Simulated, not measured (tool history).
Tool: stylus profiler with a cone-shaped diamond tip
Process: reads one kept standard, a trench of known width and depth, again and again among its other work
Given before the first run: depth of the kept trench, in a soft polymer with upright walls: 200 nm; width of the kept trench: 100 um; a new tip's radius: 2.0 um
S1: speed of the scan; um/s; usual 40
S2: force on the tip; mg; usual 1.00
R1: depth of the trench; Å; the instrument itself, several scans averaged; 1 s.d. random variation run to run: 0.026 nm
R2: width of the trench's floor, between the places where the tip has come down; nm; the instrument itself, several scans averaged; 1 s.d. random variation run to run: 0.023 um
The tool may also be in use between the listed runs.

run,hour,S1,S2,R1,R2
1,0.0,40,1.00,2009.1,97500
2,13.9,40,1.00,2008.7,97510
3,33.6,40,1.00,2009.2,97460
4,57.2,31,1.00,2008.4,97530
5,78.1,31,1.00,2008.6,97520
6,89.0,22,1.00,2008.7,97590
# hour 91.5: height scale calibrated on a step standard
7,105.8,22,1.00,2008.5,97610
8,117.9,40,1.00,2008.1,97460
9,136.4,40,1.00,2008.0,97450
# hour 149.7: height scale calibrated on a step standard, once more
10,154.1,37,1.00,2011.4,97500
11,171.6,25,1.00,2011.7,97550
12,185.6,159,2.50,2021.5,96870
13,201.7,44,0.61,2007.9,97310
14,214.6,17,2.69,2022.6,97720
15,235.7,111,1.00,2011.1,96760
16,260.2,111,1.00,2011.4,96740
17,270.9,102,0.98,2011.1,96800
18,284.9,113,1.02,2011.0,96780
19,305.0,40,1.09,2011.8,97470

Below, each run's measurement less what the same run would have read without the hidden state. Both values contain the same run-to-run variation, but the gauge's scatter may not be the same in both:
The tool's hidden condition here consists of: radius of the tip, um; height scale over the true one, %; drift of the gauge itself on depth_nm, %; drift of the gauge itself on floor_um, %.
run,R1,R2
1,-3.0,-410
2,-3.1,-420
3,-3.1,-420
4,-3.1,-420
5,-3.2,-430
6,-3.2,-430
7,-3.6,-440
8,-3.6,-440
9,-3.6,-440
10,-0.3,-440
11,-0.3,-440
12,-0.3,-450
13,-0.3,-450
14,-0.3,-460
15,-0.5,-470
16,-0.5,-470
17,-0.5,-470
18,-0.5,-470
19,-0.6,-470
